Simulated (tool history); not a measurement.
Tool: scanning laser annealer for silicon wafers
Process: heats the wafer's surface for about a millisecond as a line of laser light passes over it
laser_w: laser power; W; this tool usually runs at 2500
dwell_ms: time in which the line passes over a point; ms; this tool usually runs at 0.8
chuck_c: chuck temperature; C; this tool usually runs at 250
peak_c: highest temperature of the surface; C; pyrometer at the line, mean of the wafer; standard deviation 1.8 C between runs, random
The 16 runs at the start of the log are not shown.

{"run": 17, "hour": 467.4, "laser_w": 2500, "dwell_ms": 0.8, "chuck_c": 219, "peak_c": 899}
{"run": 18, "hour": 484.2, "laser_w": 2500, "dwell_ms": 0.8, "chuck_c": 219, "peak_c": 902}
{"run": 19, "hour": 521.3, "laser_w": 2500, "dwell_ms": 0.8, "chuck_c": 219, "peak_c": 894}
{"run": 20, "hour": 557.4, "laser_w": 2500, "dwell_ms": 0.8, "chuck_c": 219, "peak_c": 898}
{"run": 21, "hour": 574.6, "laser_w": 2644, "dwell_ms": 0.8, "chuck_c": 235, "peak_c": 960}
{"run": 22, "hour": 591.6, "laser_w": 2644, "dwell_ms": 0.8, "chuck_c": 235, "peak_c": 958}
{"run": 23, "hour": 630.4, "laser_w": 2644, "dwell_ms": 0.8, "chuck_c": 235, "peak_c": 957}
{"run": 24, "hour": 651.8, "laser_w": 2450, "dwell_ms": 0.627, "chuck_c": 224, "peak_c": 798}
{"run": 25, "hour": 688.9, "laser_w": 2689, "dwell_ms": 0.588, "chuck_c": 218, "peak_c": 838}
{"run": 26, "hour": 719.7, "laser_w": 2689, "dwell_ms": 0.588, "chuck_c": 218, "peak_c": 835}
{"run": 27, "hour": 756.4, "laser_w": 2139, "dwell_ms": 0.767, "chuck_c": 259, "peak_c": 793}
{"run": 28, "hour": 779.8, "laser_w": 2139, "dwell_ms": 0.767, "chuck_c": 259, "peak_c": 789}
{"run": 29, "hour": 801.8, "laser_w": 2346, "dwell_ms": 0.732, "chuck_c": 247, "peak_c": 830}
{"run": 30, "hour": 822.6, "laser_w": 2574, "dwell_ms": 0.718, "chuck_c": 215, "peak_c": 865}
{"run": 31, "hour": 842.3, "laser_w": 2710, "dwell_ms": 0.8, "chuck_c": 212, "peak_c": 945}
{"run": 32, "hour": 880.8, "laser_w": 2462, "dwell_ms": 0.8, "chuck_c": 228, "peak_c": 874}
{"run": 33, "hour": 900.0, "laser_w": 2423, "dwell_ms": 0.7, "chuck_c": 239, "peak_c": 828}
{"hour": 921.5, "done": "window over the wafer cleaned"}
{"run": 34, "hour": 929.6, "laser_w": 2552, "dwell_ms": 0.718, "chuck_c": 251, "peak_c": 933}
{"run": 35, "hour": 946.7, "laser_w": 2497, "dwell_ms": 0.897, "chuck_c": 269, "peak_c": 1015}
{"run": 36, "hour": 976.7, "laser_w": 2205, "dwell_ms": 0.574, "chuck_c": 250, "peak_c": 750}
{"run": 37, "hour": 997.9, "laser_w": 2692, "dwell_ms": 0.574, "chuck_c": 230, "peak_c": 871}
{"run": 38, "hour": 1022.3, "laser_w": 2240, "dwell_ms": 0.794, "chuck_c": 254, "peak_c": 859}
{"run": 39, "hour": 1043.7, "laser_w": 2588, "dwell_ms": 0.675, "chuck_c": 269, "peak_c": 931}
{"run": 40, "hour": 1081.2, "laser_w": 2456, "dwell_ms": 0.675, "chuck_c": 269, "peak_c": 889}

Forecast each of these 3 alternatives for the next run:
{"run": "A", "hour": 1104.0, "laser_w": 2603, "dwell_ms": 0.759, "chuck_c": 247, "peak_c": "?"}
{"run": "B", "hour": 1104.0, "laser_w": 2456, "dwell_ms": 0.648, "chuck_c": 286, "peak_c": "?"}
{"run": "C", "hour": 1104.0, "laser_w": 2286, "dwell_ms": 0.594, "chuck_c": 250, "peak_c": "?"}

run=A peak_c=956
run=B peak_c=892
run=C peak_c=775
Without the tool's hidden state the same runs would have given:
run=A peak_c=979
run=B peak_c=912
run=C peak_c=793

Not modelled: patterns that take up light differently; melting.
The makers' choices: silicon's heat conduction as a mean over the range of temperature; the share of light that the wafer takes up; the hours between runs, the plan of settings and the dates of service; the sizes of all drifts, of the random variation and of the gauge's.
